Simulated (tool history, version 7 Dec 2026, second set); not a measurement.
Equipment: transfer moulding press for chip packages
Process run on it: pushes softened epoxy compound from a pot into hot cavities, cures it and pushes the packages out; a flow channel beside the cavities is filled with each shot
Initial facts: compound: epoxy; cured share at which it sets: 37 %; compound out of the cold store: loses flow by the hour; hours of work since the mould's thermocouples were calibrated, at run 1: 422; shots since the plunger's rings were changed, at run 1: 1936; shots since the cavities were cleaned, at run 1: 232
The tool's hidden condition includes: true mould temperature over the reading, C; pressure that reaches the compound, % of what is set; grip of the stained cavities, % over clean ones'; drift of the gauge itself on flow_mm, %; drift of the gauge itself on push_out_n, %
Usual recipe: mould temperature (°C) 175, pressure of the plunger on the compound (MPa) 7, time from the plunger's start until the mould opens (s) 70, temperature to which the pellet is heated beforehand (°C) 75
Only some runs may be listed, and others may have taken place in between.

run   hour  mould temperature (°C)  pressure of the plunger on the compound (MPa)  time from the plunger's start until the mould opens (s)  temperature to which the pellet is heated beforehand (°C)  hours of work since the mould's thermocouples were calibrated  shots since the plunger's rings were changed  shots since the cavities were cleaned  incoming compound's hours out of the cold store  length that the compound runs in the flow channel (mm)  greatest force on the pins that push the packages out (N)
  1      0                     175                                              7                                                       70                                                         75                                                            422                                          1936                                    232                                             21.2                                                     869                                                        543
      15.2  -- cavities cleaned with cleaning compound and waxed
  2   25.7                     175                                              7                                                       70                                                         75                                                            434                                          2251                                    136                                             23.5                                                     861                                                        512
  3   39.8                     175                                              7                                                       70                                                         75                                                            441                                          2435                                    320                                             31.9                                                     843                                                        569
        49  -- cavities cleaned with cleaning compound and waxed
  4   71.9                     175                                              7                                                       70                                                         75                                                            456                                          2833                                    298                                             32.1                                                     838                                                        557
      81.8  -- cavities cleaned with cleaning compound and waxed
  5   92.9                     175                                              7                                                       70                                                         75                                                            465                                          3087                                    145                                             42.3                                                     815                                                        507
     108.8  -- plunger's sealing rings changed
     117.5  -- cavities cleaned with cleaning compound and waxed
  6    123                     175                                           7.83                                                       70                                                         75                                                            478                                           166                                     72                                             21.7                                                     928                                                        466
  7    148                     175                                           7.83                                                       70                                                         75                                                            490                                           491                                    397                                             37.3                                                     888                                                        610
     150.8  -- cavities cleaned with cleaning compound and waxed
  8  164.6                     175                                           7.83                                                       70                                                         75                                                            498                                           687                                    179                                              9.2                                                     957                                                        533
  9  180.5                     175                                           7.83                                                       70                                                         75                                                            505                                           895                                    387                                             28.2                                                     911                                                        589
       184  -- cavities cleaned with cleaning compound and waxed
 10  212.3                     175                                              7                                                       70                                                         77                                                            520                                          1289                                    368                                             41.4                                                     827                                                        592
       218  -- cavities cleaned with cleaning compound and waxed
 11  230.6                     175                                              7                                                       70                                                         75                                                            528                                          1508                                    163                                             46.4                                                     816                                                        508
 12  245.2                     175                                              7                                                       70                                                         75                                                            535                                          1698                                    353                                             43.3                                                     819                                                        562
     251.4  -- cavities cleaned with cleaning compound and waxed
 13  273.9                     175                                              7                                                       70                                                         75                                                            549                                          2052                                    292                                             40.2                                                     826                                                        543
     284.9  -- cavities cleaned with cleaning compound and waxed
 14    304                     175                                              7                                                       70                                                         70                                                            563                                          2425                                    249                                             32.1                                                     839                                                        571
     318.7  -- cavities cleaned with cleaning compound and waxed
 15  330.2                     177                                              7                                                       70                                                         75                                                            575                                          2747                                    150                                             27.1                                                     843                                                        478
     351.1  -- cavities cleaned with cleaning compound and waxed
 16  354.5                     177                                              7                                                       70                                                         81                                                            586                                          3044                                     44                                               32                                                     830                                                        413
     373.9  -- plunger's sealing rings changed
 17  378.4                     175                                              7                                                       87                                                         74                                                            596                                            59                                    323                                             13.6                                                     898                                                        383
     386.1  -- cavities cleaned with cleaning compound and waxed
 18  410.3                     175                                              7                                                       87                                                         74                                                            611                                           455                                    315                                             37.3                                                     845                                                        375
     419.1  -- cavities cleaned with cleaning compound and waxed
 19    435                     180                                           6.07                                                       68                                                         79                                                            622                                           757                                    207                                             37.3                                                     769                                                        418

Predict the results of run 20:
     452.6  -- cavities cleaned with cleaning compound and waxed
 20  460.3                     180                                           6.07                                                       68                                                         79                                                            634                                          1067                                    100                                               44                                                       ?                                                          ?

Run 20 measured length that the compound runs in the flow channel (mm) 755, greatest force on the pins that push the packages out (N) 380.
Take away the tool's hidden state, keep the run-to-run variation as it was, and the same run would have given length that the compound runs in the flow channel (mm) 757, greatest force on the pins that push the packages out (N) 330.
